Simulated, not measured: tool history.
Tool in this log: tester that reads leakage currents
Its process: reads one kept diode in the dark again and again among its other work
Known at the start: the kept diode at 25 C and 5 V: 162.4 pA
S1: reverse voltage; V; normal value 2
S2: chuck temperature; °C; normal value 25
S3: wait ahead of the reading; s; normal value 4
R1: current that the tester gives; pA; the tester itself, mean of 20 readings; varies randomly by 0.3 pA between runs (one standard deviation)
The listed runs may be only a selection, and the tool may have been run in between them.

Run 1, day 0: usual settings. Result: R1 98.56 pA.
Run 2, day 1.592: usual settings. Result: R1 99.03 pA.
Run 3, day 3.312: usual settings. Result: R1 98.87 pA.
Run 4, day 4.988: usual settings. Result: R1 99.23 pA.
Run 5, day 6.833: usual settings but S3 0.31 s. Result: R1 100.98 pA.
Run 6, day 9.117: usual settings but S3 0.41 s. Result: R1 100.54 pA.
Run 7, day 10.688: usual settings. Result: R1 99.01 pA.
Run 8, day 13.271: usual settings. Result: R1 98.85 pA.
Run 9, day 15.792: usual settings but S1 15.87 V. Result: R1 308 pA.
Run 10, day 18.238: usual settings but S2 31 °C. Result: R1 167.11 pA.
Run 11, day 21.033: usual settings but S1 2.7 V. Result: R1 115.7 pA.
Run 12, day 22.967: usual settings but S3 0.78 s. Result: R1 99.1 pA.
Run 13, day 24.492: usual settings but S3 3.13 s. Result: R1 99.18 pA.
Run 14, day 26.908: usual settings but S1 3.77 V, S2 24 °C, S3 4.79 s. Result: R1 127.67 pA.
Run 15, day 29.338: usual settings but S1 2.18 V, S2 36 °C, S3 2.44 s. Result: R1 266.4 pA.
Run 16, day 31.508: usual settings but S1 2.18 V, S2 36 °C, S3 2.44 s. Result: R1 265.48 pA.
Run 17, day 33.967: usual settings but S1 2.32 V, S2 36 °C, S3 3.72 s. Result: R1 274.36 pA.
Run 18, day 35.683: usual settings but S1 16.62 V, S2 46 °C, S3 1.43 s. Result: R1 1781.64 pA.
Run 19, day 38.233: usual settings but S1 6.61 V, S2 27 °C, S3 1.32 s. Result: R1 225.91 pA.
Run 20, day 40.912: usual settings but S1 6.61 V, S2 27 °C, S3 1.32 s. Result: R1 225.59 pA.
Run 21, day 42.504: usual settings but S1 6.61 V, S2 27 °C, S3 1.32 s. Result: R1 226.78 pA.
Run 22, day 45.079: usual settings but S1 7.37 V, S3 1.06 s. Result: R1 202.68 pA.
Run 23, day 47.471: usual settings but S2 23 °C, S3 1.11 s. Result: R1 83.14 pA.
Run 24, day 49.983: usual settings but S2 60 °C, S3 1.26 s. Result: R1 1602.69 pA.
Run 25, day 52.029: usual settings but S1 4.66 V, S2 49 °C, S3 1.26 s. Result: R1 1133.07 pA.
Run 26, day 53.421: usual settings but S1 5.41 V, S2 29 °C, S3 1.28 s. Result: R1 242.84 pA.

Taken out of this log: 1 entry between the listed runs. Where each belongs, and how the hidden state differs across it:
Logged between run 8 and run 9: chuck's temperature calibrated (day 15.788)
  true chuck temperature over the reading, C: 0.01 -> 0
  measured result minus the result with no hidden state, R1: +0.09 -> +0.05 pA

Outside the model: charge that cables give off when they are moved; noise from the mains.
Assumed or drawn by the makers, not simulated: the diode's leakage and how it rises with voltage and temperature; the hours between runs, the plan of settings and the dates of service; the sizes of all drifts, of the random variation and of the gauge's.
